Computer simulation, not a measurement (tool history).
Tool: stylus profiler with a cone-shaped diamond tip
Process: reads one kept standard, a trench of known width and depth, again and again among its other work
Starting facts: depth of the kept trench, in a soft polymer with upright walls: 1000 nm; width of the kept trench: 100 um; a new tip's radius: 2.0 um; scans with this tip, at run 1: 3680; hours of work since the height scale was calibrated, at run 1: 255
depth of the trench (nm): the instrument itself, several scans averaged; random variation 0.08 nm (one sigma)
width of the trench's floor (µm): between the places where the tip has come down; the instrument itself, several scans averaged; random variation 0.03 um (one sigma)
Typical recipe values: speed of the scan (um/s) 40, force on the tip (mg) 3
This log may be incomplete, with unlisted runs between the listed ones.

| run | hour | speed of the scan (um/s) | force on the tip (mg) | scans with this tip | hours of work since the height scale was calibrated | depth of the trench (nm) | width of the trench's floor (µm) |
|---|---|---|---|---|---|---|---|
| 1 | 0 | 40 | 3 | 3680 | 255 | 1007.78 | 95.58 |
| 2 | 13.2 | 40 | 3 | 3816 | 264 | 1007.79 | 95.52 |
| 3 | 28.1 | 31 | 3 | 3970 | 275 | 1007.74 | 95.6 |
| 4 | 37.7 | 40 | 3 | 4070 | 281 | 1007.75 | 95.48 |
| 5 | 51.3 | 40 | 3 | 4210 | 291 | 1007.73 | 95.5 |
| 6 | 65.7 | 40 | 3 | 4359 | 301 | 1007.72 | 95.45 |
| 7 | 77 | 40 | 3 | 4475 | 309 | 1007.65 | 95.4 |
| 8 | 91.2 | 110 | 3 | 4622 | 320 | 1007.76 | 95.02 |
| 9 | 98 | 40 | 1.24 | 4692 | 324 | 1004.29 | 95.3 |
| 10 | 112.1 | 40 | 1.24 | 4838 | 335 | 1004.12 | 95.23 |
| 11 | 123.3 | 40 | 1.24 | 4953 | 343 | 1004.27 | 95.28 |
| 12 | 132.8 | 40 | 2.06 | 5051 | 349 | 1006.03 | 95.3 |
| 13 | 144.1 | 40 | 2.06 | 5168 | 357 | 1005.92 | 95.29 |

Run 14 is up next; what results do you expect?
| 14 | 153.2 | 47 | 3.5 | 5262 | 364 | ? | ? |

depth of the trench (nm): 1008.5
width of the trench's floor (µm): 95.25
With no hidden state in the tool, this same run would have given depth of the trench (nm) 1008.62, width of the trench's floor (µm) 96.29.
